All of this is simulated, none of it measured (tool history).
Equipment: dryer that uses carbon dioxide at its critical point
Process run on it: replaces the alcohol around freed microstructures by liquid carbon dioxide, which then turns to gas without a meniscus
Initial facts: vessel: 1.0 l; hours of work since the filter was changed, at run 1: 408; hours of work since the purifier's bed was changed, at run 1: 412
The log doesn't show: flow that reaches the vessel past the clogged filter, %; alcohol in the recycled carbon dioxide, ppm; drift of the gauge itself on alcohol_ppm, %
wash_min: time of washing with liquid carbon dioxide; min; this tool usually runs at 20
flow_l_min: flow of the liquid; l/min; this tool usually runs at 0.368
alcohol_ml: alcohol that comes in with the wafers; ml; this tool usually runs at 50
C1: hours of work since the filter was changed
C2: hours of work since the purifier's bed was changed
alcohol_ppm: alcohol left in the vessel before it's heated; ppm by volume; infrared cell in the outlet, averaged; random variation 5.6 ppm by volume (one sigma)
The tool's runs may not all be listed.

run 1 hour=0 | wash_min=20 flow_l_min=0.368 alcohol_ml=50 | C1=408 C2=412 | alcohol_ppm=324
run 2 hour=21.8 | wash_min=20 flow_l_min=0.368 alcohol_ml=50 | C1=422 C2=426 | alcohol_ppm=339
run 3 hour=48.6 | wash_min=20 flow_l_min=0.368 alcohol_ml=101 | C1=438 C2=442 | alcohol_ppm=584
run 4 hour=78.3 | wash_min=20 flow_l_min=0.368 alcohol_ml=101 | C1=457 C2=461 | alcohol_ppm=592
run 5 hour=93.9 | wash_min=20 flow_l_min=0.368 alcohol_ml=50 | C1=466 C2=471 | alcohol_ppm=352
run 6 hour=121.1 | wash_min=20 flow_l_min=0.368 alcohol_ml=50 | C1=483 C2=487 | alcohol_ppm=348
run 7 hour=140 | wash_min=20 flow_l_min=0.368 alcohol_ml=50 | C1=495 C2=499 | alcohol_ppm=375
run 8 hour=163.2 | wash_min=20 flow_l_min=0.368 alcohol_ml=50 | C1=509 C2=514 | alcohol_ppm=384
run 9 hour=182.5 | wash_min=20 flow_l_min=0.368 alcohol_ml=50 | C1=522 C2=526 | alcohol_ppm=385
run 10 hour=198 | wash_min=20 flow_l_min=0.368 alcohol_ml=35 | C1=531 C2=535 | alcohol_ppm=295
run 11 hour=214.5 | wash_min=13 flow_l_min=0.557 alcohol_ml=50 | C1=541 C2=546 | alcohol_ppm=405
-- hour=225.4 inlet filter changed
run 12 hour=242.7 | wash_min=13 flow_l_min=0.557 alcohol_ml=50 | C1=11 C2=563 | alcohol_ppm=320
run 13 hour=261.4 | wash_min=13 flow_l_min=0.286 alcohol_ml=50 | C1=22 C2=574 | alcohol_ppm=2953
run 14 hour=287.2 | wash_min=22 flow_l_min=0.417 alcohol_ml=62 | C1=38 C2=590 | alcohol_ppm=182
run 15 hour=308.2 | wash_min=22 flow_l_min=0.417 alcohol_ml=62 | C1=51 C2=603 | alcohol_ppm=185
run 16 hour=325.2 | wash_min=22 flow_l_min=0.417 alcohol_ml=62 | C1=62 C2=614 | alcohol_ppm=186
run 17 hour=343.8 | wash_min=20 flow_l_min=0.368 alcohol_ml=55 | C1=74 C2=625 | alcohol_ppm=340
run 18 hour=365.7 | wash_min=20 flow_l_min=0.368 alcohol_ml=55 | C1=87 C2=639 | alcohol_ppm=332

5 ways to go on from here, each from the tool as it stands after run 18. What would each give?
run A hour=387.3 | wash_min=15 flow_l_min=0.391 alcohol_ml=27 | C1=101 C2=652 | alcohol_ppm=?
run B hour=387.3 | wash_min=13 flow_l_min=0.356 alcohol_ml=97 | C1=101 C2=652 | alcohol_ppm=?
run C hour=387.3 | wash_min=27 flow_l_min=0.368 alcohol_ml=55 | C1=101 C2=652 | alcohol_ppm=?
run D hour=387.3 | wash_min=15 flow_l_min=0.321 alcohol_ml=55 | C1=101 C2=652 | alcohol_ppm=?
run E hour=387.3 | wash_min=20 flow_l_min=0.338 alcohol_ml=55 | C1=101 C2=652 | alcohol_ppm=?

run=A alcohol_ppm=458
run=B alcohol_ppm=2960
run=C alcohol_ppm=166
run=D alcohol_ppm=1528
run=E alcohol_ppm=474
The same runs, with their run-to-run variation unchanged, on a tool lacking any hidden condition would have given:
run=A alcohol_ppm=289
run=B alcohol_ppm=2605
run=C alcohol_ppm=28
run=D alcohol_ppm=1282
run=E alcohol_ppm=301
